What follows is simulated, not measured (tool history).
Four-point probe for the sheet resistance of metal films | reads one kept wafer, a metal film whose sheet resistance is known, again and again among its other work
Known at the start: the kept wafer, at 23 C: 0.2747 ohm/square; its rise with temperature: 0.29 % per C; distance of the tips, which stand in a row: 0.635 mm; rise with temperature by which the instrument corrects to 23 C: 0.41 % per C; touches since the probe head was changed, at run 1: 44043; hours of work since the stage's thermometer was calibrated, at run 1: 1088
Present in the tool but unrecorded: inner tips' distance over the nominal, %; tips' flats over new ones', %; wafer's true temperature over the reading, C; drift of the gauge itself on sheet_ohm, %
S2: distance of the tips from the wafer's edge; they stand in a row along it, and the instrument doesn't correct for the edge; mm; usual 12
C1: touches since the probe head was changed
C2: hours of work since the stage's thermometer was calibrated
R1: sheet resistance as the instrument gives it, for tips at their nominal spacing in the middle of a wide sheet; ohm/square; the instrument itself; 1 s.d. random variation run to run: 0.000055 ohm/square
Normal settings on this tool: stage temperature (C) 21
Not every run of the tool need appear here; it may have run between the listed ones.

{"run": 1, "hour": 0.0, "stage temperature (C)": 21, "S2": 12, "C1": 44043, "C2": 1088, "R1": 0.276441}
{"run": 2, "hour": 27.1, "stage temperature (C)": 21, "S2": 12, "C1": 44733, "C2": 1101, "R1": 0.27645}
{"run": 3, "hour": 64.2, "stage temperature (C)": 21, "S2": 8, "C1": 45679, "C2": 1118, "R1": 0.276969}
{"run": 4, "hour": 108.7, "stage temperature (C)": 21, "S2": 12, "C1": 46813, "C2": 1139, "R1": 0.27637}
{"run": 5, "hour": 158.3, "stage temperature (C)": 21, "S2": 12, "C1": 48076, "C2": 1162, "R1": 0.276527}
{"run": 6, "hour": 200.1, "stage temperature (C)": 21, "S2": 12, "C1": 49140, "C2": 1181, "R1": 0.276483}
{"run": 7, "hour": 228.1, "stage temperature (C)": 25, "S2": 6, "C1": 49854, "C2": 1194, "R1": 0.276534}
{"run": 8, "hour": 273.2, "stage temperature (C)": 34, "S2": 17, "C1": 51002, "C2": 1215, "R1": 0.272153}
{"run": 9, "hour": 299.9, "stage temperature (C)": 34, "S2": 17, "C1": 51683, "C2": 1228, "R1": 0.2723}
{"run": 10, "hour": 350.5, "stage temperature (C)": 25, "S2": 20, "C1": 52973, "C2": 1251, "R1": 0.27495}
{"run": 11, "hour": 380.9, "stage temperature (C)": 25, "S2": 20, "C1": 53746, "C2": 1266, "R1": 0.274997}

Here are 4 independent what-if runs from the current tool condition. What would each one return?
{"run": "A", "hour": 415.9, "stage temperature (C)": 25, "S2": 26, "C1": 54638, "C2": 1282, "R1": "?"}
{"run": "B", "hour": 415.9, "stage temperature (C)": 25, "S2": 6, "C1": 54638, "C2": 1282, "R1": "?"}
{"run": "C", "hour": 415.9, "stage temperature (C)": 25, "S2": 7, "C1": 54638, "C2": 1282, "R1": "?"}
{"run": "D", "hour": 415.9, "stage temperature (C)": 21, "S2": 42, "C1": 54638, "C2": 1282, "R1": "?"}

run=A R1=0.274856
run=B R1=0.276441
run=C R1=0.27608
run=D R1=0.276172
The same runs, with their run-to-run variation unchanged, on a tool lacking any hidden condition would have given:
run=A R1=0.274087
run=B R1=0.275668
run=C R1=0.275308
run=D R1=0.275403
